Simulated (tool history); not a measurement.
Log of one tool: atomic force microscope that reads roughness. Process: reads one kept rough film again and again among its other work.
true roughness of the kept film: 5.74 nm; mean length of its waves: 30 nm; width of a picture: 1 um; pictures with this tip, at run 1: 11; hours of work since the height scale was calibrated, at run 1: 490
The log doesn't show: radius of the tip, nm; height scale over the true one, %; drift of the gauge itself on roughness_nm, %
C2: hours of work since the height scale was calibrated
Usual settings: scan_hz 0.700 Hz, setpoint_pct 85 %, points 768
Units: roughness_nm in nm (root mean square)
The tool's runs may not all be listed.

Run 1, hour 0.0: usual settings; pictures with this tip 11; C2 490. Result: roughness_nm 4.382 nm (root mean square).
Run 2, hour 16.6: usual settings; pictures with this tip 42; C2 500. Result: roughness_nm 4.084 nm (root mean square).
Run 3, hour 37.8: usual settings; pictures with this tip 81; C2 512. Result: roughness_nm 3.745 nm (root mean square).
At hour 50.2: new tip fitted.
Run 4, hour 51.4: usual settings but points 443; pictures with this tip 3; C2 519. Result: roughness_nm 4.431 nm (root mean square).
Run 5, hour 72.1: usual settings but points 443; pictures with this tip 41; C2 531. Result: roughness_nm 4.080 nm (root mean square).
Run 6, hour 86.7: usual settings but points 330; pictures with this tip 68; C2 539. Result: roughness_nm 3.848 nm (root mean square).
Run 7, hour 99.2: usual settings but points 330; pictures with this tip 91; C2 546. Result: roughness_nm 3.623 nm (root mean square).

Run 8 comes next. What will it give?
At hour 102.4: height scale calibrated on a step standard.
At hour 107.6: new tip fitted.
Run 8, hour 120.4: usual settings but scan_hz 0.711 Hz, setpoint_pct 72 %, points 340; pictures with this tip 24; C2 10. Result: roughness_nm ?.

{"run 8": {"roughness_nm": 4.24}}
Without the tool's hidden state the same run would have given roughness_nm 4.507 nm (root mean square).
